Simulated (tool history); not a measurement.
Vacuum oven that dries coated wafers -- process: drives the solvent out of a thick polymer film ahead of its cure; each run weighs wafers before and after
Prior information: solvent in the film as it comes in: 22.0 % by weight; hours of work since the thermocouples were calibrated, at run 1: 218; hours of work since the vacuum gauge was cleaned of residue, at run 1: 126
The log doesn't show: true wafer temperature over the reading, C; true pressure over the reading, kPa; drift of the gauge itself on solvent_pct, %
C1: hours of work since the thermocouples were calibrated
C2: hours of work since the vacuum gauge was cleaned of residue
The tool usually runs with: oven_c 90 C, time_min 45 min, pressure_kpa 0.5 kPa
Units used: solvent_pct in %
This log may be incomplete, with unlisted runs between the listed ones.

{"run": 1, "hour": 0.0, "oven_c": 90, "time_min": 45, "pressure_kpa": 0.5, "C1": 218, "C2": 126, "solvent_pct": 1.4}
{"run": 2, "hour": 7.4, "oven_c": 90, "time_min": 45, "pressure_kpa": 0.5, "C1": 223, "C2": 131, "solvent_pct": 1.48}
{"run": 3, "hour": 17.4, "oven_c": 90, "time_min": 45, "pressure_kpa": 0.5, "C1": 229, "C2": 137, "solvent_pct": 1.42}
{"run": 4, "hour": 31.6, "oven_c": 90, "time_min": 45, "pressure_kpa": 0.5, "C1": 239, "C2": 147, "solvent_pct": 1.49}
{"run": 5, "hour": 40.4, "oven_c": 90, "time_min": 45, "pressure_kpa": 0.5, "C1": 244, "C2": 152, "solvent_pct": 1.47}
{"run": 6, "hour": 51.1, "oven_c": 94, "time_min": 45, "pressure_kpa": 0.5, "C1": 251, "C2": 159, "solvent_pct": 0.75}
{"run": 7, "hour": 67.7, "oven_c": 90, "time_min": 45, "pressure_kpa": 0.379, "C1": 262, "C2": 170, "solvent_pct": 1.32}
{"run": 8, "hour": 84.8, "oven_c": 90, "time_min": 45, "pressure_kpa": 0.5, "C1": 274, "C2": 182, "solvent_pct": 1.39}
{"run": 9, "hour": 93.5, "oven_c": 90, "time_min": 45, "pressure_kpa": 0.5, "C1": 279, "C2": 187, "solvent_pct": 1.46}
{"run": 10, "hour": 107.8, "oven_c": 90, "time_min": 45, "pressure_kpa": 0.5, "C1": 289, "C2": 197, "solvent_pct": 1.47}
{"run": 11, "hour": 122.1, "oven_c": 90, "time_min": 45, "pressure_kpa": 0.5, "C1": 298, "C2": 206, "solvent_pct": 1.43}
{"hour": 125.0, "done": "oven's thermocouples calibrated"}
{"run": 12, "hour": 131.9, "oven_c": 90, "time_min": 45, "pressure_kpa": 0.5, "C1": 5, "C2": 212, "solvent_pct": 1.35}
{"run": 13, "hour": 143.3, "oven_c": 90, "time_min": 45, "pressure_kpa": 0.5, "C1": 12, "C2": 219, "solvent_pct": 1.35}
{"run": 14, "hour": 156.5, "oven_c": 90, "time_min": 45, "pressure_kpa": 0.303, "C1": 21, "C2": 228, "solvent_pct": 1.25}
{"run": 15, "hour": 166.4, "oven_c": 101, "time_min": 72, "pressure_kpa": 1.533, "C1": 27, "C2": 234, "solvent_pct": 0.66}
{"hour": 173.7, "done": "oven's thermocouples calibrated, once more"}
{"run": 16, "hour": 181.3, "oven_c": 92, "time_min": 24, "pressure_kpa": 0.263, "C1": 5, "C2": 243, "solvent_pct": 3.75}
{"run": 17, "hour": 188.7, "oven_c": 77, "time_min": 24, "pressure_kpa": 0.266, "C1": 10, "C2": 248, "solvent_pct": 9.9}
{"run": 18, "hour": 203.7, "oven_c": 95, "time_min": 24, "pressure_kpa": 0.879, "C1": 20, "C2": 258, "solvent_pct": 3.08}
{"run": 19, "hour": 221.1, "oven_c": 95, "time_min": 63, "pressure_kpa": 0.553, "C1": 31, "C2": 269, "solvent_pct": 0.38}
{"run": 20, "hour": 229.0, "oven_c": 95, "time_min": 63, "pressure_kpa": 0.553, "C1": 37, "C2": 275, "solvent_pct": 0.41}
{"run": 21, "hour": 241.3, "oven_c": 76, "time_min": 41, "pressure_kpa": 0.553, "C1": 45, "C2": 283, "solvent_pct": 7.27}
{"run": 22, "hour": 250.6, "oven_c": 90, "time_min": 39, "pressure_kpa": 0.858, "C1": 51, "C2": 289, "solvent_pct": 2.39}

Forecast each of these 5 alternatives for the next run:
{"run": "A", "hour": 264.3, "oven_c": 97, "time_min": 53, "pressure_kpa": 0.611, "C1": 60, "C2": 298, "solvent_pct": "?"}
{"run": "B", "hour": 264.3, "oven_c": 90, "time_min": 43, "pressure_kpa": 0.253, "C1": 60, "C2": 298, "solvent_pct": "?"}
{"run": "C", "hour": 264.3, "oven_c": 81, "time_min": 39, "pressure_kpa": 0.935, "C1": 60, "C2": 298, "solvent_pct": "?"}
{"run": "D", "hour": 264.3, "oven_c": 90, "time_min": 33, "pressure_kpa": 0.5, "C1": 60, "C2": 298, "solvent_pct": "?"}
{"run": "E", "hour": 264.3, "oven_c": 90, "time_min": 45, "pressure_kpa": 0.841, "C1": 60, "C2": 298, "solvent_pct": "?"}

run=A solvent_pct=0.42
run=B solvent_pct=1.62
run=C solvent_pct=5.67
run=D solvent_pct=2.82
run=E solvent_pct=1.78
With no hidden state in the tool, these same runs would have given:
run=A solvent_pct=0.35
run=B solvent_pct=1.49
run=C solvent_pct=5.47
run=D solvent_pct=2.67
run=E solvent_pct=1.66

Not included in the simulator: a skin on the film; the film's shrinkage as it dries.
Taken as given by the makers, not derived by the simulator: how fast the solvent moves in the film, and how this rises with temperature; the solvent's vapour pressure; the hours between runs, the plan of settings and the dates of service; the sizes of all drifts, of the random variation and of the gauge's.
